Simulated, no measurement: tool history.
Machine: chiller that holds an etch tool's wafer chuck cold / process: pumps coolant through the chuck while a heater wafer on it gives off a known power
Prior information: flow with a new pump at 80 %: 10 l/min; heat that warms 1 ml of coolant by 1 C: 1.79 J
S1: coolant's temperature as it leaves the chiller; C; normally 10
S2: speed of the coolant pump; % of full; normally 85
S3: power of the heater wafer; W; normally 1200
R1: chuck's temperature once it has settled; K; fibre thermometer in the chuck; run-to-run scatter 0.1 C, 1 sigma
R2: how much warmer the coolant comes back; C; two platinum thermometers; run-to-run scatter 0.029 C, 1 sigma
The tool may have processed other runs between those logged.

{"run": 1, "hour": 0.0, "S1": 10, "S2": 85, "S3": 1200, "R1": 295.75, "R2": 3.8}
{"run": 2, "hour": 47.4, "S1": 10, "S2": 65, "S3": 1200, "R1": 298.95, "R2": 4.86}
{"run": 3, "hour": 72.4, "S1": 10, "S2": 85, "S3": 1465, "R1": 298.55, "R2": 4.58}
{"run": 4, "hour": 113.4, "S1": 10, "S2": 85, "S3": 1465, "R1": 298.55, "R2": 4.61}
{"run": 5, "hour": 153.6, "S1": 10, "S2": 85, "S3": 1070, "R1": 294.35, "R2": 3.38}
{"run": 6, "hour": 200.2, "S1": 12, "S2": 85, "S3": 1200, "R1": 297.55, "R2": 3.79}
{"run": 7, "hour": 229.6, "S1": 12, "S2": 85, "S3": 1200, "R1": 297.55, "R2": 3.77}
{"hour": 235.8, "done": "chiller's thermometer calibrated"}
{"run": 8, "hour": 260.4, "S1": 12, "S2": 85, "S3": 1200, "R1": 297.65, "R2": 3.8}
{"run": 9, "hour": 288.2, "S1": 10, "S2": 85, "S3": 997, "R1": 293.75, "R2": 3.14}
{"run": 10, "hour": 327.9, "S1": 10, "S2": 85, "S3": 1576, "R1": 299.55, "R2": 5.04}
{"run": 11, "hour": 350.2, "S1": 10, "S2": 82, "S3": 1721, "R1": 301.75, "R2": 5.63}
{"run": 12, "hour": 396.6, "S1": 10, "S2": 82, "S3": 1721, "R1": 301.65, "R2": 5.6}

Branching from run 12: 4 alternative next runs. What would each branch give?
{"run": "A", "hour": 425.1, "S1": 10, "S2": 82, "S3": 1084, "R1": "?", "R2": "?"}
{"run": "B", "hour": 425.1, "S1": 19, "S2": 94, "S3": 681, "R1": "?", "R2": "?"}
{"run": "C", "hour": 425.1, "S1": 10, "S2": 99, "S3": 1721, "R1": "?", "R2": "?"}
{"run": "D", "hour": 425.1, "S1": 12, "S2": 84, "S3": 738, "R1": "?", "R2": "?"}

run=A R1=294.85 R2=3.55
run=B R1=298.65 R2=1.94
run=C R1=298.85 R2=4.64
run=D R1=292.95 R2=2.34
Take away the tool's hidden state, keep each run's random variation, and the runs would have read:
run=A R1=294.85 R2=3.55
run=B R1=298.65 R2=1.94
run=C R1=298.85 R2=4.64
run=D R1=292.95 R2=2.34
